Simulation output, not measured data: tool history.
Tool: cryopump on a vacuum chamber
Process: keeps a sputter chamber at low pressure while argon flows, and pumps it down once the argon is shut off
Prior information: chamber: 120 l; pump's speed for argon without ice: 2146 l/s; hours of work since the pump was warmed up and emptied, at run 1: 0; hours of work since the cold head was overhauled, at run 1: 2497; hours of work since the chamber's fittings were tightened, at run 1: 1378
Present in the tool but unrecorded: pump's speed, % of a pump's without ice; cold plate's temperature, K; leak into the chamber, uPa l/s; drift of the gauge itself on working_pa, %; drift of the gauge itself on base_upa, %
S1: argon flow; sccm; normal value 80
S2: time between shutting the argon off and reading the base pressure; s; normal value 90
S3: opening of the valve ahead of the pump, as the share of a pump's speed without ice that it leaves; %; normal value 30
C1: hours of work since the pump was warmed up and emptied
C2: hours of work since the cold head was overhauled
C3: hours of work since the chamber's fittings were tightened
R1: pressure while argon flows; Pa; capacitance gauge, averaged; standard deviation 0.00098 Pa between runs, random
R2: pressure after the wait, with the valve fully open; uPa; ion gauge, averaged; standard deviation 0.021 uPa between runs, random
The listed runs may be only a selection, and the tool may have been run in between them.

{"run": 1, "hour": 0.0, "S1": 80, "S2": 90, "S3": 30, "C1": 0, "C2": 2497, "C3": 1378, "R1": 0.2107, "R2": 0.97}
{"run": 2, "hour": 101.6, "S1": 80, "S2": 90, "S3": 30, "C1": 79, "C2": 2576, "C3": 1457, "R1": 0.2113, "R2": 1.06}
{"run": 3, "hour": 224.4, "S1": 80, "S2": 50, "S3": 30, "C1": 175, "C2": 2671, "C3": 1553, "R1": 0.2127, "R2": 1.4}
{"run": 4, "hour": 342.2, "S1": 80, "S2": 50, "S3": 30, "C1": 266, "C2": 2763, "C3": 1644, "R1": 0.2135, "R2": 1.47}
{"run": 5, "hour": 438.1, "S1": 80, "S2": 50, "S3": 30, "C1": 341, "C2": 2837, "C3": 1719, "R1": 0.2147, "R2": 1.51}
{"run": 6, "hour": 542.5, "S1": 80, "S2": 50, "S3": 30, "C1": 422, "C2": 2919, "C3": 1800, "R1": 0.2157, "R2": 1.52}
{"hour": 630.1, "done": "leaking fittings of the chamber tightened, without venting"}
{"run": 7, "hour": 636.4, "S1": 80, "S2": 50, "S3": 58, "C1": 494, "C2": 2990, "C3": 5, "R1": 0.1158, "R2": 0.83}
{"run": 8, "hour": 689.5, "S1": 98, "S2": 21, "S3": 26, "C1": 535, "C2": 3031, "C3": 46, "R1": 0.3064, "R2": 1.84}
{"run": 9, "hour": 741.9, "S1": 80, "S2": 22, "S3": 35, "C1": 576, "C2": 3072, "C3": 87, "R1": 0.1864, "R2": 1.78}
{"run": 10, "hour": 835.4, "S1": 80, "S2": 22, "S3": 35, "C1": 648, "C2": 3145, "C3": 160, "R1": 0.1878, "R2": 1.79}
{"run": 11, "hour": 889.0, "S1": 141, "S2": 90, "S3": 20, "C1": 690, "C2": 3187, "C3": 201, "R1": 0.5732, "R2": 0.63}
{"run": 12, "hour": 965.6, "S1": 101, "S2": 26, "S3": 45, "C1": 750, "C2": 3246, "C3": 261, "R1": 0.1881, "R2": 1.59}

Predict each of these 3 candidate next runs independently; none follows another, all start after run 12:
{"hour": 987.8, "done": "pump warmed up, emptied and cooled again"}
{"run": "A", "hour": 1036.3, "S1": 65, "S2": 285, "S3": 45, "C1": 38, "C2": 3297, "C3": 312, "R1": "?", "R2": "?"}
{"hour": 987.8, "done": "pump warmed up, emptied and cooled again"}
{"run": "B", "hour": 1036.3, "S1": 80, "S2": 105, "S3": 30, "C1": 38, "C2": 3297, "C3": 312, "R1": "?", "R2": "?"}
{"hour": 987.8, "done": "pump warmed up, emptied and cooled again"}
{"run": "C", "hour": 1036.3, "S1": 80, "S2": 219, "S3": 30, "C1": 38, "C2": 3297, "C3": 312, "R1": "?", "R2": "?"}

run=A R1=0.1150 R2=0.41
run=B R1=0.2098 R2=0.57
run=C R1=0.2119 R2=0.43
With no hidden state in the tool, these same runs would have given:
run=A R1=0.1136 R2=0.28
run=B R1=0.2082 R2=0.44
run=C R1=0.2102 R2=0.30
